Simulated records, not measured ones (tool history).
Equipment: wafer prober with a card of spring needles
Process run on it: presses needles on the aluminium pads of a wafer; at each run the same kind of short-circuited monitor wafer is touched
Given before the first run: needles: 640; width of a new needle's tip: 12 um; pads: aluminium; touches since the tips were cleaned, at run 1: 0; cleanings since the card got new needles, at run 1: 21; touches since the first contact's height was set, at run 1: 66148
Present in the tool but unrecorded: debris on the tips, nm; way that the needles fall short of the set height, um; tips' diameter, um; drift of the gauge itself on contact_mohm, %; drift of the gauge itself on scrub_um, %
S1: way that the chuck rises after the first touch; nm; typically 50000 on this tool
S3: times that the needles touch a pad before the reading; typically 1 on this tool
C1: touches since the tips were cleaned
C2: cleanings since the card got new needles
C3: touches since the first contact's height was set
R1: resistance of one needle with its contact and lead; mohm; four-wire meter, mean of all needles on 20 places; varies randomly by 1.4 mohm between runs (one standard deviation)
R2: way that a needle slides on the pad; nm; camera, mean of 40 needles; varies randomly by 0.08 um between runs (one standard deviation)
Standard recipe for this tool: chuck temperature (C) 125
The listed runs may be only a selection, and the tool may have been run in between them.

{"run": 1, "hour": 0.0, "S1": 50000, "chuck temperature (C)": 125, "S3": 1, "C1": 0, "C2": 21, "C3": 66148, "R1": 122, "R2": 9130}
{"hour": 13.3, "done": "tips cleaned on abrasive film"}
{"hour": 24.1, "done": "tips cleaned on abrasive film"}
{"hour": 34.9, "done": "tips cleaned on abrasive film"}
{"run": 2, "hour": 38.8, "S1": 50000, "chuck temperature (C)": 125, "S3": 1, "C1": 1017, "C2": 24, "C3": 76279, "R1": 123, "R2": 9020}
{"hour": 46.9, "done": "tips cleaned on abrasive film"}
{"hour": 57.7, "done": "tips cleaned on abrasive film"}
{"hour": 70.8, "done": "tips cleaned on abrasive film"}
{"hour": 84.1, "done": "tips cleaned on abrasive film"}
{"run": 3, "hour": 87.6, "S1": 50000, "chuck temperature (C)": 125, "S3": 1, "C1": 912, "C2": 28, "C3": 89017, "R1": 122, "R2": 9040}
{"hour": 95.7, "done": "tips cleaned on abrasive film"}
{"hour": 106.5, "done": "tips cleaned on abrasive film"}
{"hour": 117.3, "done": "tips cleaned on abrasive film"}
{"hour": 128.1, "done": "tips cleaned on abrasive film"}
{"run": 4, "hour": 138.5, "S1": 50000, "chuck temperature (C)": 125, "S3": 1, "C1": 2734, "C2": 32, "C3": 102311, "R1": 124, "R2": 9010}
{"hour": 141.3, "done": "tips cleaned on abrasive film"}
{"hour": 154.6, "done": "tips cleaned on abrasive film"}
{"hour": 165.4, "done": "tips cleaned on abrasive film"}
{"hour": 176.2, "done": "tips cleaned on abrasive film"}
{"run": 5, "hour": 184.8, "S1": 31000, "chuck temperature (C)": 125, "S3": 1, "C1": 2267, "C2": 36, "C3": 114374, "R1": 130, "R2": 5560}
{"hour": 187.4, "done": "tips cleaned on abrasive film"}
{"hour": 198.2, "done": "tips cleaned on abrasive film"}
{"hour": 211.4, "done": "tips cleaned on abrasive film"}
{"hour": 222.2, "done": "tips cleaned on abrasive film"}
{"run": 6, "hour": 228.2, "S1": 50000, "chuck temperature (C)": 125, "S3": 2, "C1": 1581, "C2": 40, "C3": 125702, "R1": 126, "R2": 8920}
{"hour": 233.5, "done": "tips cleaned on abrasive film"}
{"hour": 247.0, "done": "tips cleaned on abrasive film"}
{"hour": 260.0, "done": "tips cleaned on abrasive film"}
{"hour": 270.8, "done": "tips cleaned on abrasive film"}
{"run": 7, "hour": 278.1, "S1": 50000, "chuck temperature (C)": 55, "S3": 1, "C1": 1920, "C2": 44, "C3": 138705, "R1": 115, "R2": 8940}
{"hour": 283.5, "done": "tips cleaned on abrasive film"}
{"hour": 294.3, "done": "tips cleaned on abrasive film"}
{"hour": 305.1, "done": "tips cleaned on abrasive film"}
{"hour": 315.9, "done": "tips cleaned on abrasive film"}
{"run": 8, "hour": 324.1, "S1": 50000, "chuck temperature (C)": 55, "S3": 1, "C1": 2162, "C2": 48, "C3": 150722, "R1": 114, "R2": 9110}
{"hour": 326.9, "done": "tips cleaned on abrasive film"}
{"hour": 337.7, "done": "tips cleaned on abrasive film"}
{"hour": 351.2, "done": "tips cleaned on abrasive film"}
{"hour": 364.4, "done": "tips cleaned on abrasive film"}
{"run": 9, "hour": 372.1, "S1": 50000, "chuck temperature (C)": 125, "S3": 1, "C1": 2028, "C2": 52, "C3": 163241, "R1": 124, "R2": 9090}
{"hour": 377.6, "done": "tips cleaned on abrasive film"}
{"hour": 391.0, "done": "tips cleaned on abrasive film"}
{"hour": 401.8, "done": "tips cleaned on abrasive film"}
{"run": 10, "hour": 404.0, "S1": 57000, "chuck temperature (C)": 125, "S3": 1, "C1": 574, "C2": 55, "C3": 171559, "R1": 121, "R2": 10350}
{"hour": 414.8, "done": "tips cleaned on abrasive film"}
{"hour": 415.1, "done": "height of the first contact set anew"}
{"hour": 428.5, "done": "tips cleaned on abrasive film"}
{"hour": 439.3, "done": "tips cleaned on abrasive film"}
{"hour": 452.8, "done": "tips cleaned on abrasive film"}
{"run": 11, "hour": 453.7, "S1": 57000, "chuck temperature (C)": 125, "S3": 1, "C1": 242, "C2": 59, "C3": 10075, "R1": 124, "R2": 10220}
{"hour": 464.2, "done": "tips cleaned on abrasive film"}
{"hour": 475.0, "done": "tips cleaned on abrasive film"}
{"run": 12, "hour": 478.3, "S1": 50000, "chuck temperature (C)": 125, "S3": 1, "C1": 847, "C2": 61, "C3": 16488, "R1": 123, "R2": 9020}
{"hour": 486.4, "done": "tips cleaned on abrasive film"}
{"hour": 499.8, "done": "tips cleaned on abrasive film"}
{"hour": 510.6, "done": "tips cleaned on abrasive film"}
{"hour": 524.0, "done": "tips cleaned on abrasive film"}
{"hour": 535.6, "done": "tips cleaned on abrasive film"}
{"run": 13, "hour": 535.6, "S1": 50000, "chuck temperature (C)": 125, "S3": 2, "C1": 0, "C2": 66, "C3": 31434, "R1": 125, "R2": 9050}
{"hour": 549.0, "done": "tips cleaned on abrasive film"}
{"hour": 562.4, "done": "tips cleaned on abrasive film"}
{"hour": 575.9, "done": "tips cleaned on abrasive film"}
{"run": 14, "hour": 584.2, "S1": 50000, "chuck temperature (C)": 125, "S3": 2, "C1": 2175, "C2": 69, "C3": 44149, "R1": 123, "R2": 8990}
{"hour": 586.9, "done": "tips cleaned on abrasive film"}
{"hour": 597.7, "done": "tips cleaned on abrasive film"}
{"hour": 611.1, "done": "tips cleaned on abrasive film"}
{"run": 15, "hour": 613.0, "S1": 50000, "chuck temperature (C)": 56, "S3": 2, "C1": 513, "C2": 72, "C3": 51656, "R1": 113, "R2": 9150}
{"hour": 623.6, "done": "tips cleaned on abrasive film"}
{"hour": 634.4, "done": "tips cleaned on abrasive film"}
{"hour": 645.2, "done": "tips cleaned on abrasive film"}
{"hour": 656.0, "done": "tips cleaned on abrasive film"}
{"hour": 669.4, "done": "tips cleaned on abrasive film"}
{"run": 16, "hour": 671.4, "S1": 43000, "chuck temperature (C)": 49, "S3": 2, "C1": 508, "C2": 77, "C3": 66879, "R1": 117, "R2": 7780}
{"hour": 682.0, "done": "tips cleaned on abrasive film"}
{"hour": 695.3, "done": "tips cleaned on abrasive film"}
{"hour": 706.1, "done": "tips cleaned on abrasive film"}
{"hour": 716.9, "done": "tips cleaned on abrasive film"}
{"run": 17, "hour": 726.2, "S1": 37000, "chuck temperature (C)": 49, "S3": 2, "C1": 2470, "C2": 81, "C3": 81214, "R1": 116, "R2": 6500}
{"hour": 729.0, "done": "tips cleaned on abrasive film"}
{"hour": 742.5, "done": "tips cleaned on abrasive film"}
{"hour": 753.3, "done": "tips cleaned on abrasive film"}
{"hour": 766.7, "done": "tips cleaned on abrasive film"}
{"run": 18, "hour": 768.2, "S1": 37000, "chuck temperature (C)": 49, "S3": 2, "C1": 399, "C2": 85, "C3": 92158, "R1": 116, "R2": 6680}
{"hour": 779.0, "done": "tips cleaned on abrasive film"}
{"hour": 792.5, "done": "tips cleaned on abrasive film"}
{"hour": 805.7, "done": "tips cleaned on abrasive film"}
{"run": 19, "hour": 809.5, "S1": 60000, "chuck temperature (C)": 44, "S3": 2, "C1": 1017, "C2": 88, "C3": 102947, "R1": 112, "R2": 10980}
{"hour": 817.7, "done": "tips cleaned on abrasive film"}
{"hour": 831.1, "done": "tips cleaned on abrasive film"}
{"hour": 842.0, "done": "tips cleaned on abrasive film"}
{"hour": 854.1, "done": "tips cleaned on abrasive film"}
{"run": 20, "hour": 854.1, "S1": 30000, "chuck temperature (C)": 72, "S3": 2, "C1": 0, "C2": 92, "C3": 114556, "R1": 125, "R2": 5300}
{"hour": 867.5, "done": "tips cleaned on abrasive film"}
{"hour": 881.0, "done": "tips cleaned on abrasive film"}
{"hour": 894.1, "done": "tips cleaned on abrasive film"}
{"run": 21, "hour": 894.4, "S1": 51000, "chuck temperature (C)": 125, "S3": 3, "C1": 60, "C2": 95, "C3": 125079, "R1": 124, "R2": 9090}

Run 22, settings as shown, results not yet in. Your forecast:
{"hour": 905.1, "done": "tips cleaned on abrasive film"}
{"hour": 915.9, "done": "tips cleaned on abrasive film"}
{"hour": 929.2, "done": "tips cleaned on abrasive film"}
{"hour": 942.4, "done": "tips cleaned on abrasive film"}
{"hour": 953.2, "done": "tips cleaned on abrasive film"}
{"run": 22, "hour": 953.7, "S1": 51000, "chuck temperature (C)": 125, "S3": 3, "C1": 114, "C2": 100, "C3": 140558, "R1": "?", "R2": "?"}

R1: 121 mohm
R2: 9230 nm
With no hidden state in the tool, this same run would have given R1 121 mohm, R2 9230 nm.

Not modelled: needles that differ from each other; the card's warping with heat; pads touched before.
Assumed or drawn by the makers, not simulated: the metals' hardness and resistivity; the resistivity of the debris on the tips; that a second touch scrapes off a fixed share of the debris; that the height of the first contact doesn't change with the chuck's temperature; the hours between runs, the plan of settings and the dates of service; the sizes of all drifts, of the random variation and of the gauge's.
